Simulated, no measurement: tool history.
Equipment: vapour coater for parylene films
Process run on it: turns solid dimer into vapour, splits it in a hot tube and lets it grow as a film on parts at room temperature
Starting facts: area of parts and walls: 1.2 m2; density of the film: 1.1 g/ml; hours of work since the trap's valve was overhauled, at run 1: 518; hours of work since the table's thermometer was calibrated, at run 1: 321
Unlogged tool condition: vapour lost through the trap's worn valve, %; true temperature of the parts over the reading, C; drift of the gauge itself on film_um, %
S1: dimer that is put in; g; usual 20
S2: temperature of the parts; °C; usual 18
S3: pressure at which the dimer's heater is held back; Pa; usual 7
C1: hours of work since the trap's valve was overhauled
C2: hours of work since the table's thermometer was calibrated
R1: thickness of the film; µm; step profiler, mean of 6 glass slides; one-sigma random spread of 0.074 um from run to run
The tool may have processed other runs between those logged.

run,day,S1,S2,S3,C1,C2,R1
1,0,20,18,7,518,321,11.36
2,0.338,20,18,7.08,524,327,11.32
3,0.875,20,18,7,534,337,11.26
4,1.192,19,18,7,540,342,10.76
5,1.546,19,18,7,546,349,10.9
6,2.004,19,18,7,554,357,10.73
7,2.538,20,18,7,564,367,11.25
8,2.983,20,18,4.29,572,375,11.66
9,3.388,20,18,4.29,579,382,11.73
10,3.958,20,18,4.29,589,392,11.6
11,4.425,20,18,7,598,401,11.2
12,4.912,20,18,7,607,409,11.17
13,5.267,20,18,7,613,416,11.28
14,5.683,20,18,7,621,423,11.24
15,6.258,20,18,7,631,434,11.21
16,6.579,14,18,6.54,637,440,7.9
# day 7.329: trap's valve overhauled
17,7.408,13,13,7,1,451,9.28
18,7.762,21,14,7.59,8,458,14.31
# day 7.846: table's thermometer calibrated
19,8.458,28,24,5.04,20,11,13.24
20,9.096,20,16,2.38,31,23,13.55
21,9.612,14,18,2.58,40,32,8.77
22,10.079,14,13,3.09,49,40,10.23
23,10.662,16,13,5.56,59,51,11.47
24,10.962,16,20,4.01,65,56,8.96
# day 11.175: table's thermometer calibrated, once more
25,11.617,24,26,6.61,76,8,10.3
26,12.258,31,22,3.58,87,19,16.14
27,12.575,20,13,7,93,25,14.3
28,13.229,18,11,5.38,105,37,13.22
29,13.746,20,27,7,114,46,8.24

Consider 5 possible next runs. They are alternatives, not a sequence: every one starts from the tool as it was left by run 29. What does each give?
A,14.238,20,26,6.56,123,55,?
B,14.238,20,27,4.95,123,55,?
C,14.238,24,12,5.93,123,55,?
D,14.238,20,14,5.82,123,55,?
E,14.238,9,12,6.06,123,55,?

run,R1
A,8.63
B,8.51
C,17.74
D,13.96
E,6.7
Had the tool no hidden state, the same runs would have come out as:
run,R1
A,8.74
B,8.62
C,17.91
D,14.13
E,6.76
